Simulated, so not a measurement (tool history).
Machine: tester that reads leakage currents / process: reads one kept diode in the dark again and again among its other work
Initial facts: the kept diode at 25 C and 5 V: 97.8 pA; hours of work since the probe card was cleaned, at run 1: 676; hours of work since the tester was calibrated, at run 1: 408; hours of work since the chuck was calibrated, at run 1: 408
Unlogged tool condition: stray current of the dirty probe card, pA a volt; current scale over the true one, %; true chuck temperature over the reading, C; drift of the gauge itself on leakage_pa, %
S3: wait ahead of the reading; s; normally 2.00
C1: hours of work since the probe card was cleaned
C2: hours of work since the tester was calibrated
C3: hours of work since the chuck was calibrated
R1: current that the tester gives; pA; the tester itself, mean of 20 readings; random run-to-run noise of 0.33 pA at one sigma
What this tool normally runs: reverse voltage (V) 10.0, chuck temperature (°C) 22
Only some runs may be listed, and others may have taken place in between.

{"run": 1, "day": 0.0, "reverse voltage (V)": 10.0, "chuck temperature (°C)": 22, "S3": 2.0, "C1": 676, "C2": 408, "C3": 408, "R1": 107.6}
{"run": 2, "day": 2.588, "reverse voltage (V)": 10.0, "chuck temperature (°C)": 22, "S3": 2.0, "C1": 721, "C2": 453, "C3": 453, "R1": 107.84}
{"run": 3, "day": 5.362, "reverse voltage (V)": 10.0, "chuck temperature (°C)": 44, "S3": 2.0, "C1": 769, "C2": 502, "C3": 502, "R1": 662.87}
{"run": 4, "day": 8.012, "reverse voltage (V)": 10.0, "chuck temperature (°C)": 22, "S3": 2.0, "C1": 815, "C2": 548, "C3": 548, "R1": 108.06}
{"run": 5, "day": 9.579, "reverse voltage (V)": 10.0, "chuck temperature (°C)": 22, "S3": 2.0, "C1": 842, "C2": 575, "C3": 575, "R1": 107.96}
{"run": 6, "day": 12.075, "reverse voltage (V)": 10.0, "chuck temperature (°C)": 22, "S3": 2.0, "C1": 886, "C2": 618, "C3": 618, "R1": 107.66}
{"run": 7, "day": 14.696, "reverse voltage (V)": 10.0, "chuck temperature (°C)": 22, "S3": 1.97, "C1": 931, "C2": 664, "C3": 664, "R1": 108.04}
{"run": 8, "day": 17.5, "reverse voltage (V)": 1.5, "chuck temperature (°C)": 22, "S3": 2.0, "C1": 980, "C2": 713, "C3": 713, "R1": 41.33}
{"run": 9, "day": 19.262, "reverse voltage (V)": 1.5, "chuck temperature (°C)": 22, "S3": 2.0, "C1": 1011, "C2": 743, "C3": 743, "R1": 41.23}
{"day": 20.938, "done": "probe card cleaned and baked"}
{"run": 10, "day": 21.1, "reverse voltage (V)": 1.5, "chuck temperature (°C)": 53, "S3": 2.0, "C1": 3, "C2": 773, "C3": 773, "R1": 506.07}
{"day": 21.379, "done": "chuck's temperature calibrated"}
{"run": 11, "day": 23.679, "reverse voltage (V)": 1.5, "chuck temperature (°C)": 53, "S3": 2.0, "C1": 46, "C2": 817, "C3": 40, "R1": 504.73}
{"run": 12, "day": 24.875, "reverse voltage (V)": 10.0, "chuck temperature (°C)": 22, "S3": 2.0, "C1": 67, "C2": 837, "C3": 61, "R1": 107.92}
{"run": 13, "day": 26.888, "reverse voltage (V)": 10.0, "chuck temperature (°C)": 22, "S3": 2.0, "C1": 102, "C2": 873, "C3": 96, "R1": 107.57}
{"run": 14, "day": 29.688, "reverse voltage (V)": 10.0, "chuck temperature (°C)": 22, "S3": 2.0, "C1": 151, "C2": 921, "C3": 145, "R1": 107.41}
{"run": 15, "day": 30.896, "reverse voltage (V)": 10.0, "chuck temperature (°C)": 22, "S3": 7.91, "C1": 172, "C2": 942, "C3": 166, "R1": 106.31}
{"run": 16, "day": 32.333, "reverse voltage (V)": 10.0, "chuck temperature (°C)": 22, "S3": 1.24, "C1": 197, "C2": 967, "C3": 191, "R1": 108.49}
{"run": 17, "day": 35.183, "reverse voltage (V)": 10.0, "chuck temperature (°C)": 22, "S3": 1.24, "C1": 246, "C2": 1017, "C3": 240, "R1": 108.65}
{"run": 18, "day": 37.425, "reverse voltage (V)": 10.0, "chuck temperature (°C)": 24, "S3": 1.24, "C1": 286, "C2": 1056, "C3": 279, "R1": 128.8}
{"run": 19, "day": 40.092, "reverse voltage (V)": 10.0, "chuck temperature (°C)": 24, "S3": 1.24, "C1": 332, "C2": 1102, "C3": 326, "R1": 129.62}
{"run": 20, "day": 41.612, "reverse voltage (V)": 10.0, "chuck temperature (°C)": 22, "S3": 2.0, "C1": 358, "C2": 1129, "C3": 352, "R1": 107.96}
{"run": 21, "day": 43.192, "reverse voltage (V)": 6.6, "chuck temperature (°C)": 34, "S3": 5.64, "C1": 386, "C2": 1156, "C3": 380, "R1": 241.11}
{"run": 22, "day": 45.067, "reverse voltage (V)": 2.0, "chuck temperature (°C)": 27, "S3": 2.0, "C1": 418, "C2": 1189, "C3": 412, "R1": 74.34}
{"run": 23, "day": 47.275, "reverse voltage (V)": 2.0, "chuck temperature (°C)": 27, "S3": 2.0, "C1": 457, "C2": 1227, "C3": 451, "R1": 74.2}
{"run": 24, "day": 49.717, "reverse voltage (V)": 1.2, "chuck temperature (°C)": 27, "S3": 1.43, "C1": 499, "C2": 1270, "C3": 493, "R1": 56.99}
{"run": 25, "day": 52.042, "reverse voltage (V)": 1.2, "chuck temperature (°C)": 27, "S3": 1.43, "C1": 540, "C2": 1310, "C3": 534, "R1": 57.36}
{"run": 26, "day": 53.208, "reverse voltage (V)": 1.2, "chuck temperature (°C)": 27, "S3": 1.43, "C1": 560, "C2": 1331, "C3": 554, "R1": 56.99}
{"run": 27, "day": 55.683, "reverse voltage (V)": 11.9, "chuck temperature (°C)": 27, "S3": 1.43, "C1": 603, "C2": 1374, "C3": 597, "R1": 182.45}
{"run": 28, "day": 57.296, "reverse voltage (V)": 11.9, "chuck temperature (°C)": 21, "S3": 1.43, "C1": 631, "C2": 1402, "C3": 625, "R1": 109.1}
{"run": 29, "day": 59.742, "reverse voltage (V)": 11.9, "chuck temperature (°C)": 21, "S3": 1.43, "C1": 674, "C2": 1444, "C3": 668, "R1": 108.9}
{"run": 30, "day": 61.096, "reverse voltage (V)": 13.3, "chuck temperature (°C)": 47, "S3": 9.61, "C1": 697, "C2": 1468, "C3": 691, "R1": 966.34}
{"run": 31, "day": 62.658, "reverse voltage (V)": 10.0, "chuck temperature (°C)": 21, "S3": 3.41, "C1": 725, "C2": 1495, "C3": 718, "R1": 97.63}
{"run": 32, "day": 64.767, "reverse voltage (V)": 19.0, "chuck temperature (°C)": 22, "S3": 1.3, "C1": 761, "C2": 1532, "C3": 755, "R1": 150.83}
{"day": 66.088, "done": "chuck's temperature calibrated"}
{"run": 33, "day": 66.088, "reverse voltage (V)": 4.2, "chuck temperature (°C)": 22, "S3": 1.3, "C1": 783, "C2": 1553, "C3": 0, "R1": 69.83}
{"run": 34, "day": 67.571, "reverse voltage (V)": 4.2, "chuck temperature (°C)": 22, "S3": 1.3, "C1": 809, "C2": 1579, "C3": 26, "R1": 69.47}
{"run": 35, "day": 69.821, "reverse voltage (V)": 14.1, "chuck temperature (°C)": 22, "S3": 0.77, "C1": 848, "C2": 1618, "C3": 65, "R1": 131.59}
{"run": 36, "day": 71.15, "reverse voltage (V)": 14.1, "chuck temperature (°C)": 22, "S3": 0.77, "C1": 871, "C2": 1641, "C3": 88, "R1": 131.57}
{"run": 37, "day": 72.667, "reverse voltage (V)": 7.3, "chuck temperature (°C)": 22, "S3": 0.77, "C1": 897, "C2": 1668, "C3": 114, "R1": 93.2}

Run 38 is up next; what results do you expect?
{"run": 38, "day": 74.983, "reverse voltage (V)": 6.0, "chuck temperature (°C)": 22, "S3": 0.38, "C1": 938, "C2": 1708, "C3": 155, "R1": "?"}

R1: 86.83 pA
If the tool had no hidden condition, the same run with the same run-to-run variation would have returned R1 86.78 pA.
